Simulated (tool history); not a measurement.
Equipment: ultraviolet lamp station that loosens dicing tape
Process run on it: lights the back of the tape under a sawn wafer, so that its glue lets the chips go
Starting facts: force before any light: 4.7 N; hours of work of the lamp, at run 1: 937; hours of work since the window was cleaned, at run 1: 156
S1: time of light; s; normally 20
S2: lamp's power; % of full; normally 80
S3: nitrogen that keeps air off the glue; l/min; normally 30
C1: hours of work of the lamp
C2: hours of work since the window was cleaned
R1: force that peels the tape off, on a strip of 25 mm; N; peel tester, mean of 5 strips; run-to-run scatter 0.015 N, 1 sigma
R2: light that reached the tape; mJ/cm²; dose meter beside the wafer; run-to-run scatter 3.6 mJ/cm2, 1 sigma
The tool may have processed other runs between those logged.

Run 1, day 0.000: usual settings; C1 937; C2 156. Result: R1 1.221 N, R2 406 mJ/cm².
Run 2, day 2.392: usual settings; C1 970; C2 188. Result: R1 1.264 N, R2 398 mJ/cm².
Run 3, day 4.029: usual settings; C1 992; C2 211. Result: R1 1.275 N, R2 395 mJ/cm².
Run 4, day 7.292: usual settings; C1 1036; C2 255. Result: R1 1.268 N, R2 380 mJ/cm².
Run 5, day 9.192: usual settings but S3 25 l/min; C1 1061; C2 280. Result: R1 1.473 N, R2 370 mJ/cm².
Run 6, day 11.888: usual settings but S3 25 l/min; C1 1098; C2 317. Result: R1 1.534 N, R2 362 mJ/cm².
Run 7, day 13.938: usual settings but S3 25 l/min; C1 1125; C2 344. Result: R1 1.565 N, R2 353 mJ/cm².
Run 8, day 16.425: usual settings but S3 25 l/min; C1 1159; C2 378. Result: R1 1.636 N, R2 341 mJ/cm².
At day 17.125: window cleaned of glue's vapour.
Run 9, day 20.108: usual settings but S1 25 s, S3 25 l/min; C1 1208; C2 40. Result: R1 1.340 N, R2 398 mJ/cm².
At day 21.167: lamp changed.
Run 10, day 22.454: usual settings; C1 17; C2 71. Result: R1 0.998 N, R2 486 mJ/cm².
At day 23.375: window cleaned of glue's vapour, once more.
Run 11, day 26.096: usual settings; C1 66; C2 37. Result: R1 0.746 N, R2 574 mJ/cm².
Run 12, day 28.167: usual settings; C1 94; C2 65. Result: R1 0.802 N, R2 562 mJ/cm².
Run 13, day 30.371: usual settings; C1 124; C2 94. Result: R1 0.781 N, R2 555 mJ/cm².
Run 14, day 33.800: usual settings; C1 170; C2 141. Result: R1 0.846 N, R2 536 mJ/cm².
Run 15, day 36.742: usual settings; C1 210; C2 180. Result: R1 0.870 N, R2 522 mJ/cm².
Run 16, day 39.908: usual settings; C1 253; C2 223. Result: R1 0.893 N, R2 515 mJ/cm².
Run 17, day 43.333: usual settings; C1 299; C2 269. Result: R1 0.924 N, R2 498 mJ/cm².
Run 18, day 46.717: usual settings; C1 344; C2 315. Result: R1 0.986 N, R2 481 mJ/cm².
Run 19, day 49.017: usual settings; C1 375; C2 346. Result: R1 0.984 N, R2 474 mJ/cm².
At day 52.154: window cleaned of glue's vapour.
Run 20, day 52.500: usual settings; C1 422; C2 5. Result: R1 0.882 N, R2 518 mJ/cm².
Run 21, day 55.492: usual settings; C1 462; C2 45. Result: R1 0.884 N, R2 505 mJ/cm².
Run 22, day 58.429: usual settings but S2 70 % of full; C1 502; C2 85. Result: R1 1.122 N, R2 432 mJ/cm².
Run 23, day 61.617: usual settings but S1 34 s, S2 77 % of full; C1 545; C2 128. Result: R1 0.468 N, R2 782 mJ/cm².
Run 24, day 63.579: usual settings but S2 90 % of full, S3 28 l/min; C1 572; C2 154. Result: R1 0.921 N, R2 524 mJ/cm².
Run 25, day 66.104: usual settings but S1 15 s, S3 32 l/min; C1 606; C2 188. Result: R1 1.393 N, R2 343 mJ/cm².
Run 26, day 69.275: usual settings but S1 12 s, S2 92 % of full, S3 41 l/min; C1 648; C2 231. Result: R1 1.451 N, R2 305 mJ/cm².
Run 27, day 71.429: usual settings but S1 12 s, S2 92 % of full, S3 41 l/min; C1 678; C2 260. Result: R1 1.494 N, R2 301 mJ/cm².
Run 28, day 73.275: usual settings but S1 12 s, S2 92 % of full, S3 41 l/min; C1 702; C2 285. Result: R1 1.491 N, R2 297 mJ/cm².
Run 29, day 76.175: usual settings but S1 19 s, S2 63 % of full, S3 39 l/min; C1 742; C2 324. Result: R1 1.448 N, R2 313 mJ/cm².
Run 30, day 77.692: usual settings but S1 12 s, S3 54 l/min; C1 762; C2 345. Result: R1 1.612 N, R2 250 mJ/cm².
Run 31, day 80.317: usual settings but S1 12 s, S2 90 % of full, S3 56 l/min; C1 797; C2 380. Result: R1 1.500 N, R2 269 mJ/cm².
At day 80.938: window cleaned of glue's vapour.
Run 32, day 83.721: usual settings but S1 37 s, S2 95 % of full, S3 23 l/min; C1 843; C2 38. Result: R1 0.429 N, R2 968 mJ/cm².
Run 33, day 86.221: usual settings but S1 37 s, S2 95 % of full, S3 23 l/min; C1 877; C2 71. Result: R1 0.427 N, R2 956 mJ/cm².
Run 34, day 88.292: usual settings but S1 37 s, S2 95 % of full, S3 23 l/min; C1 905; C2 99. Result: R1 0.443 N, R2 935 mJ/cm².
Run 35, day 91.217: usual settings but S1 37 s, S2 95 % of full, S3 23 l/min; C1 944; C2 139. Result: R1 0.454 N, R2 901 mJ/cm².
Run 36, day 94.104: usual settings but S1 37 s, S2 95 % of full, S3 23 l/min; C1 983; C2 178. Result: R1 0.478 N, R2 887 mJ/cm².
Run 37, day 97.258: usual settings; C1 1026; C2 220. Result: R1 1.286 N, R2 383 mJ/cm².
Run 38, day 100.008: usual settings; C1 1063; C2 257. Result: R1 1.380 N, R2 373 mJ/cm².
Run 39, day 101.696: usual settings; C1 1086; C2 280. Result: R1 1.369 N, R2 365 mJ/cm².
Run 40, day 103.821: usual settings but S2 81 % of full, S3 11 l/min; C1 1114; C2 309. Result: R1 2.087 N, R2 362 mJ/cm².
Run 41, day 106.596: usual settings but S2 81 % of full, S3 11 l/min; C1 1152; C2 346. Result: R1 2.163 N, R2 357 mJ/cm².
Run 42, day 109.208: usual settings but S2 99 % of full, S3 11 l/min; C1 1187; C2 381. Result: R1 1.883 N, R2 423 mJ/cm².
At day 109.900: window cleaned of glue's vapour.
At day 111.958: lamp changed.
Run 43, day 112.738: usual settings but S2 99 % of full, S3 11 l/min; C1 11; C2 38. Result: R1 1.019 N, R2 721 mJ/cm².
Run 44, day 115.871: usual settings but S2 81 % of full, S3 33 l/min; C1 53; C2 80. Result: R1 0.736 N, R2 570 mJ/cm².

Alternative continuations, all from the tool just after run 44; predict every row:
Run A, day 119.075: usual settings but S2 66 % of full; C1 96; C2 123. Result: R1 ?, R2 ?.
Run B, day 119.075: usual settings but S1 10 s, S2 81 % of full, S3 33 l/min; C1 96; C2 123. Result: R1 ?, R2 ?.
Run C, day 119.075: usual settings but S1 28 s, S2 81 % of full, S3 10 l/min; C1 96; C2 123. Result: R1 ?, R2 ?.

run     R1   R2
  A  1.059  456
  B  1.722  276
  C  0.990  773
Without the tool's hidden state the same runs would have given:
run     R1   R2
  A  0.934  500
  B  1.575  303
  C  0.870  848

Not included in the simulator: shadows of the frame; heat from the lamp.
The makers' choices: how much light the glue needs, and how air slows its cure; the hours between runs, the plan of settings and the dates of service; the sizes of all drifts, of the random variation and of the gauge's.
